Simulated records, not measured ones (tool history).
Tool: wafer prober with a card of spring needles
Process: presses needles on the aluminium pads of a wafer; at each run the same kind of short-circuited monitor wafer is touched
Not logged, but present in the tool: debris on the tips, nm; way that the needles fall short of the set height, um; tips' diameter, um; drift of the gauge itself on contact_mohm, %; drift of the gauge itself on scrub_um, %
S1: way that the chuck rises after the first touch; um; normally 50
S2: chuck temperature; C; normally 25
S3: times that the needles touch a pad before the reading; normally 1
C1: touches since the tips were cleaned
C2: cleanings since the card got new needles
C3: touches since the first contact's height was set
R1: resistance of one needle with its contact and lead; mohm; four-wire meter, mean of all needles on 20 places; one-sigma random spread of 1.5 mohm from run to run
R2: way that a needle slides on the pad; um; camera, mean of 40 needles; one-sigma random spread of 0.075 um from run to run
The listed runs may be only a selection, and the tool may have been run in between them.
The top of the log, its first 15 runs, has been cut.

| run | hour | S1 | S2 | S3 | C1 | C2 | C3 | R1 | R2 |
|---|---|---|---|---|---|---|---|---|---|
|  | 418.6 | tips cleaned on abrasive film |
| 16 | 429.4 | 57 | 40 | 1 | 4150 | 80 | 26772 | 250 | 14.86 |
|  | 432.8 | tips cleaned on abrasive film |
|  | 448.8 | tips cleaned on abrasive film |
| 17 | 456.6 | 57 | 102 | 3 | 3014 | 82 | 37172 | 175 | 14.85 |
|  | 462.5 | tips cleaned on abrasive film |
|  | 477.1 | tips cleaned on abrasive film |
|  | 491.3 | tips cleaned on abrasive film |
| 18 | 492.4 | 57 | 102 | 3 | 425 | 85 | 50860 | 159 | 14.76 |
|  | 504.9 | tips cleaned on abrasive film |
|  | 518.7 | tips cleaned on abrasive film |
| 19 | 521.3 | 57 | 102 | 3 | 984 | 87 | 61926 | 164 | 14.63 |
|  | 533.6 | tips cleaned on abrasive film |
|  | 547.0 | tips cleaned on abrasive film |
| 20 | 547.0 | 55 | 119 | 1 | 0 | 89 | 71771 | 164 | 14.30 |
|  | 562.1 | tips cleaned on abrasive film |
| 21 | 574.9 | 50 | 69 | 2 | 4937 | 90 | 82495 | 247 | 12.89 |
|  | 577.5 | tips cleaned on abrasive film |
|  | 593.7 | tips cleaned on abrasive film |
| 22 | 594.8 | 35 | 25 | 1 | 408 | 92 | 90061 | 234 | 8.83 |
|  | 605.9 | height of the first contact set anew |
|  | 607.7 | tips cleaned on abrasive film |
| 23 | 615.8 | 35 | 25 | 1 | 3144 | 93 | 3783 | 416 | 9.26 |
|  | 621.7 | tips cleaned on abrasive film |
|  | 636.3 | tips cleaned on abrasive film |
| 24 | 646.9 | 35 | 25 | 1 | 4108 | 95 | 15706 | 446 | 9.09 |
|  | 651.3 | tips cleaned on abrasive film |
|  | 666.1 | tips cleaned on abrasive film |
| 25 | 666.1 | 54 | 27 | 1 | 0 | 97 | 23002 | 150 | 14.27 |
|  | 681.3 | tips cleaned on abrasive film |
| 26 | 687.6 | 54 | 27 | 1 | 2436 | 98 | 31278 | 246 | 14.11 |
|  | 695.2 | tips cleaned on abrasive film |
|  | 710.2 | tips cleaned on abrasive film |
| 27 | 713.1 | 64 | 89 | 2 | 1138 | 100 | 41033 | 170 | 16.80 |

What will run 28 give?
|  | 725.0 | tips cleaned on abrasive film |
|  | 739.6 | tips cleaned on abrasive film |
| 28 | 751.5 | 50 | 41 | 2 | 4614 | 102 | 55757 | ? | ? |

Run 28 gave R1 245 mohm, R2 13.06 um.
Without the tool's hidden state the same run would have given R1 140 mohm, R2 13.30 um.
